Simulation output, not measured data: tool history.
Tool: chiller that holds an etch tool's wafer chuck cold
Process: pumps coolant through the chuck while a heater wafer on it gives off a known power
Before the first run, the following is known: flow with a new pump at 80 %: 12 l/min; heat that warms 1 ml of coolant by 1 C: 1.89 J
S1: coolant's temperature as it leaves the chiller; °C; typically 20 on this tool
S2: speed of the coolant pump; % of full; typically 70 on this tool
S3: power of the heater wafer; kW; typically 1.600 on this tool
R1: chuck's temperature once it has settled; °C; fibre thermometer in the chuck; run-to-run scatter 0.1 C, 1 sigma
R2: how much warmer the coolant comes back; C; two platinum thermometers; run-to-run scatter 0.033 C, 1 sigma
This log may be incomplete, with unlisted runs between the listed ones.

Run 1, day 0.000: usual settings. Result: R1 30.9 °C, R2 4.93 C.
Run 2, day 7.983: usual settings. Result: R1 30.9 °C, R2 4.88 C.
Run 3, day 12.892: usual settings but S3 0.861 kW. Result: R1 25.8 °C, R2 2.64 C.
Run 4, day 17.833: usual settings but S3 0.861 kW. Result: R1 25.8 °C, R2 2.66 C.
Run 5, day 24.704: usual settings but S3 1.488 kW. Result: R1 30.1 °C, R2 4.58 C.
Run 6, day 34.104: usual settings but S3 1.488 kW. Result: R1 30.0 °C, R2 4.50 C.
Run 7, day 42.392: usual settings but S3 1.488 kW. Result: R1 30.0 °C, R2 4.53 C.
Run 8, day 49.608: usual settings but S3 1.488 kW. Result: R1 30.1 °C, R2 4.51 C.
Run 9, day 56.662: usual settings but S3 1.488 kW. Result: R1 30.1 °C, R2 4.48 C.
At day 59.767: chiller's thermometer calibrated.
Run 10, day 60.758: usual settings but S3 1.488 kW. Result: R1 30.0 °C, R2 4.51 C.
Run 11, day 70.267: usual settings but S1 12 °C, S2 98 % of full, S3 2.342 kW. Result: R1 24.4 °C, R2 4.77 C.
Run 12, day 74.638: usual settings but S1 12 °C, S2 98 % of full, S3 2.342 kW. Result: R1 24.4 °C, R2 4.72 C.
Run 13, day 81.850: usual settings but S1 21 °C, S2 93 % of full, S3 1.898 kW. Result: R1 31.4 °C, R2 4.09 C.
Run 14, day 87.679: usual settings but S1 21 °C, S2 93 % of full, S3 1.898 kW. Result: R1 31.3 °C, R2 4.09 C.
Run 15, day 96.521: usual settings but S1 18 °C, S2 98 % of full, S3 1.028 kW. Result: R1 23.5 °C, R2 1.95 C.
Run 16, day 104.346: usual settings but S1 28 °C, S2 61 % of full, S3 1.868 kW. Result: R1 42.0 °C, R2 6.53 C.
Run 17, day 110.933: usual settings but S1 28 °C, S2 61 % of full, S3 1.868 kW. Result: R1 42.0 °C, R2 6.56 C.
Run 18, day 117.367: usual settings but S1 12 °C, S2 72 % of full. Result: R1 22.5 °C, R2 4.53 C.
Run 19, day 125.775: usual settings but S1 21 °C, S2 88 % of full. Result: R1 30.2 °C, R2 3.52 C.
Run 20, day 131.646: usual settings but S1 21 °C, S2 88 % of full, S3 0.842 kW. Result: R1 25.9 °C, R2 1.79 C.

Branching from run 20: 5 alternative next runs. What would each branch give?
Run A, day 136.912: usual settings but S1 15 °C, S2 66 % of full, S3 1.414 kW. Result: R1 ?, R2 ?.
Run B, day 136.912: usual settings but S1 21 °C, S2 85 % of full, S3 0.842 kW. Result: R1 ?, R2 ?.
Run C, day 136.912: usual settings but S1 17 °C, S2 100 % of full, S3 1.817 kW. Result: R1 ?, R2 ?.
Run D, day 136.912: usual settings but S1 18 °C, S2 88 % of full, S3 0.842 kW. Result: R1 ?, R2 ?.
Run E, day 136.912: usual settings but S1 21 °C, S2 88 % of full, S3 1.179 kW. Result: R1 ?, R2 ?.

run    R1    R2
  A  25.0  4.42
  B  25.8  1.80
  C  26.7  3.46
  D  22.7  1.75
  E  27.9  2.58
Had the tool no hidden state, the same runs would have come out as:
run    R1    R2
  A  25.0  4.69
  B  25.8  2.07
  C  26.7  3.72
  D  22.7  2.02
  E  27.9  2.85

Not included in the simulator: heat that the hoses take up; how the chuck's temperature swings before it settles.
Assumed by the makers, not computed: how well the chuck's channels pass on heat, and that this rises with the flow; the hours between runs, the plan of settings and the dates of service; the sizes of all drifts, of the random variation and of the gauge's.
